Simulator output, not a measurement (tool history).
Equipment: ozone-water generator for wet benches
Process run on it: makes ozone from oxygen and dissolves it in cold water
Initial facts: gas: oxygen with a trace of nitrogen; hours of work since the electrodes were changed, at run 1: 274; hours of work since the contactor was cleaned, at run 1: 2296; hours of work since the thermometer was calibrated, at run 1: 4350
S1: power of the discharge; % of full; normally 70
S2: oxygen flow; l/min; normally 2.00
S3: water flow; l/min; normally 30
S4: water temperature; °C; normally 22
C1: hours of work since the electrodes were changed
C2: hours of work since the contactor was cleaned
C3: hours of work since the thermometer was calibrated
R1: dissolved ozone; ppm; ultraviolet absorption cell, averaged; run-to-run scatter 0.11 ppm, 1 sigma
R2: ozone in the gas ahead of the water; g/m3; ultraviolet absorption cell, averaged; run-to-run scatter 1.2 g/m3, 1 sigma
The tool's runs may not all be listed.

Run 1, hour 0.0: usual settings; C1 274; C2 2296; C3 4350. Result: R1 8.6 ppm, R2 207.8 g/m3.
Run 2, hour 23.0: usual settings but S4 18 °C; C1 295; C2 2317; C3 4371. Result: R1 8.6 ppm, R2 209.0 g/m3.
Run 3, hour 39.8: usual settings but S4 18 °C; C1 310; C2 2333; C3 4386. Result: R1 8.8 ppm, R2 207.2 g/m3.
Run 4, hour 65.8: usual settings but S1 83 % of full; C1 334; C2 2356; C3 4410. Result: R1 9.6 ppm, R2 236.8 g/m3.
Run 5, hour 79.1: usual settings but S1 83 % of full, S3 20 l/min; C1 346; C2 2368; C3 4422. Result: R1 14.6 ppm, R2 238.0 g/m3.
Run 6, hour 104.9: usual settings but S1 83 % of full, S3 20 l/min; C1 369; C2 2392; C3 4445. Result: R1 14.7 ppm, R2 235.2 g/m3.
Run 7, hour 128.7: usual settings but S1 83 % of full, S3 20 l/min; C1 391; C2 2414; C3 4467. Result: R1 14.3 ppm, R2 236.2 g/m3.
Run 8, hour 143.5: usual settings but S1 61 % of full, S2 1.42 l/min, S3 46 l/min, S4 27 °C; C1 405; C2 2427; C3 4481. Result: R1 3.7 ppm, R2 212.3 g/m3.
Run 9, hour 165.6: usual settings but S1 61 % of full, S2 1.94 l/min, S3 40 l/min, S4 27 °C; C1 425; C2 2447; C3 4501. Result: R1 5.3 ppm, R2 187.7 g/m3.
Run 10, hour 183.9: usual settings but S1 61 % of full, S2 1.94 l/min, S3 36 l/min, S4 27 °C; C1 441; C2 2464; C3 4517. Result: R1 6.1 ppm, R2 188.2 g/m3.
Run 11, hour 206.8: usual settings but S1 61 % of full, S2 1.94 l/min, S3 33 l/min, S4 27 °C; C1 462; C2 2485; C3 4538. Result: R1 6.6 ppm, R2 189.5 g/m3.
At hour 210.9: water thermometer calibrated.
Run 12, hour 236.0: usual settings but S4 28 °C; C1 488; C2 2511; C3 23. Result: R1 8.1 ppm, R2 205.9 g/m3.
Run 13, hour 258.9: usual settings but S1 43 % of full, S3 19 l/min; C1 509; C2 2532; C3 44. Result: R1 9.2 ppm, R2 141.4 g/m3.
Run 14, hour 280.1: usual settings but S2 3.58 l/min, S4 15 °C; C1 529; C2 2551; C3 63. Result: R1 11.3 ppm, R2 165.3 g/m3.

Consider 3 possible next runs. They are alternatives, not a sequence: every one starts from the tool as it was left by run 14. What does each give?
Run A, hour 299.3: usual settings but S2 1.01 l/min, S4 26 °C; C1 546; C2 2568; C3 80. Result: R1 ?, R2 ?.
Run B, hour 299.3: usual settings but S2 1.13 l/min, S3 34 l/min, S4 15 °C; C1 546; C2 2568; C3 80. Result: R1 ?, R2 ?.
Run C, hour 299.3: usual settings but S1 50 % of full; C1 546; C2 2568; C3 80. Result: R1 ?, R2 ?.

run   R1     R2
  A  6.0  266.2
  B  5.7  257.0
  C  6.6  159.6
Take away the tool's hidden state, keep each run's random variation, and the runs would have read:
run   R1     R2
  A  6.3  272.7
  B  6.0  263.3
  C  7.0  162.5

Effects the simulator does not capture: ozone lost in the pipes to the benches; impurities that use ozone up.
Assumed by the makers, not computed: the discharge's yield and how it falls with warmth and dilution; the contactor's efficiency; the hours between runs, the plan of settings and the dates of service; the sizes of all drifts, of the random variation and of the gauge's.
